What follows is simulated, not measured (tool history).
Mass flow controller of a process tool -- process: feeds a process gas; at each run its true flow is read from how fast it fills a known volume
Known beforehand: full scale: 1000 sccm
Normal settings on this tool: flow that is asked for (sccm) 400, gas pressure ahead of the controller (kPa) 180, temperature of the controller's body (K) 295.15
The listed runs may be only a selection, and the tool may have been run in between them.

run,hour,flow that is asked for (sccm),gas pressure ahead of the controller (kPa),temperature of the controller's body (K),true flow (%)
1,0,400,180,295.15,99.04
2,88.5,400,180,295.15,99.1
3,142.4,400,180,295.15,99.17
4,237.9,400,180,295.15,99.08
5,356.1,400,191,295.15,98.99
6,444.5,400,191,295.15,99.22
7,521.5,400,191,295.15,99.04
8,597.9,400,215,295.15,99.07
9,655.3,400,215,295.15,99.2

Run 10 is up next; what results do you expect?
10,778.4,400,215,295.15,?

Run 10 gave true flow (%) 99.16.
With the hidden condition absent and the run-to-run variation left alone, this run would have shown true flow (%) 98.84.
